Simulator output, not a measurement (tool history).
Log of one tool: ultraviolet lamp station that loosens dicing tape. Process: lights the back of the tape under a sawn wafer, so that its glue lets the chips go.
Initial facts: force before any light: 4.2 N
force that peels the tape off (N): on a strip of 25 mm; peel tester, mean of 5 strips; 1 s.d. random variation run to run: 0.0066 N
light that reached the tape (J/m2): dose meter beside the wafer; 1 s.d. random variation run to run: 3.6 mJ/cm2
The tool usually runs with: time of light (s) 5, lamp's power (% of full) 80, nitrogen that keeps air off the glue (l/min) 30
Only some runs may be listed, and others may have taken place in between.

run	hour	time of light (s)	lamp's power (% of full)	nitrogen that keeps air off the glue (l/min)	force that peels the tape off (N)	light that reached the tape (J/m2)
1	0	5	80	30	0.333	4390
2	44.8	5	80	33	0.311	4330
3	101.1	5	64	30	0.496	3450
# hour 184: window cleaned of glue's vapour
4	194	7	80	30	0.22	6210
5	275.2	7	80	30	0.216	6100
6	315.4	5	70	30	0.418	3720
7	385.1	5	70	30	0.439	3680
8	433.7	5	84	30	0.339	4340
9	516.3	5	99	30	0.271	4990
10	558.8	5	99	30	0.289	4860
# hour 584.4: lamp changed
11	623.2	5	99	30	0.185	6840
12	692.2	5	80	46	0.196	5440
13	737	5	80	30	0.235	5400
14	802.2	5	80	30	0.251	5320
# hour 863.2: window cleaned of glue's vapour
15	889.8	5	80	30	0.231	5620
16	939.2	5	80	30	0.237	5560
17	988.8	5	80	30	0.236	5440
18	1027.7	5	80	30	0.244	5420
19	1108.4	5	80	30	0.262	5310
20	1148.4	5	80	30	0.257	5180
21	1220.7	5	80	30	0.275	5120
22	1309.3	5	80	30	0.275	4990
23	1394.4	5	66	43	0.333	3990
24	1448.8	5	61	57	0.327	3640
25	1520.9	6	71	23	0.313	5010
# hour 1538.9: window cleaned of glue's vapour
26	1608.6	6	71	23	0.293	5230
27	1672.8	6	71	23	0.301	5170
28	1764.2	4	72	30	0.516	3320
29	1804.2	4	82	30	0.413	3780
30	1875.5	3	80	38	0.636	2720
31	1930.2	9	73	11	0.269	7330
32	1995.2	6	86	58	0.194	5590
33	2083.3	6	96	58	0.185	6060
34	2137.3	6	97	23	0.237	6020
35	2203.4	6	97	23	0.255	5900
# hour 2216.7: window cleaned of glue's vapour
36	2271.2	9	88	18	0.195	8590
37	2342.6	9	88	18	0.195	8350
38	2415.8	9	77	18	0.225	7120
39	2458.8	9	77	18	0.235	7000
40	2529.5	9	77	18	0.235	6810
# hour 2600.3: lamp changed
41	2603	3	80	18	0.694	3430

The next listed run, before its measurement:
42	2655.6	2	80	18	?	?

Run 42 produced force that peels the tape off (N) 1.189, light that reached the tape (J/m2) 2220.
Were there no unlogged condition in the tool, this run, its random variation unchanged, would have produced force that peels the tape off (N) 1.095, light that reached the tape (J/m2) 2380.
